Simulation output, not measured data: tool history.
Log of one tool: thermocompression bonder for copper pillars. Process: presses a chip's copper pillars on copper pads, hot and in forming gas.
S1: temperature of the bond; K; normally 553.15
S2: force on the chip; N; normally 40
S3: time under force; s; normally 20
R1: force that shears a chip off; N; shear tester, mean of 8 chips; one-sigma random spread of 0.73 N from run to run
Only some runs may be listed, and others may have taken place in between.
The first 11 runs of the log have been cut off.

run	hour	S1	S2	S3	R1
12	438.6	560.15	40	20	71.7
13	470.7	560.15	40	20	70.5
14	505.2	560.15	40	20	70.8
15	540.0	560.15	40	20	70.1
16	584.2	553.15	40	36	79.5
17	632.0	553.15	40	59	91.0
18	659.4	572.15	40	17	75.6
19	688.6	540.15	40	20	53.8
20	738.0	558.15	45	43	92.2
21	764.1	549.15	35	32	66.7
22	796.4	556.15	40	32	75.7
23	832.8	531.15	25	31	39.0
24	859.5	553.15	52	11	61.9
25	888.0	553.15	52	11	62.3
26	942.4	553.15	52	11	62.7
# hour 945.9: forming gas filter changed
27	971.9	553.15	40	12	54.4
28	1010.8	526.15	47	43	65.6
29	1037.5	526.15	47	43	65.1
30	1076.9	541.15	40	16	49.2
31	1130.3	541.15	40	16	50.0

Alternative continuations, all from the tool just after run 31; predict every row:
A	1166.9	541.15	40	24	?
B	1166.9	553.15	40	47	?
C	1166.9	566.15	51	20	?
D	1166.9	532.15	54	23	?
E	1166.9	563.15	40	16	?

run	R1
A	57.9
B	85.0
C	88.4
D	61.7
E	66.2
Without the tool's unlogged condition, the same runs would have read:
run	R1
A	58.3
B	85.4
C	88.8
D	62.2
E	66.6

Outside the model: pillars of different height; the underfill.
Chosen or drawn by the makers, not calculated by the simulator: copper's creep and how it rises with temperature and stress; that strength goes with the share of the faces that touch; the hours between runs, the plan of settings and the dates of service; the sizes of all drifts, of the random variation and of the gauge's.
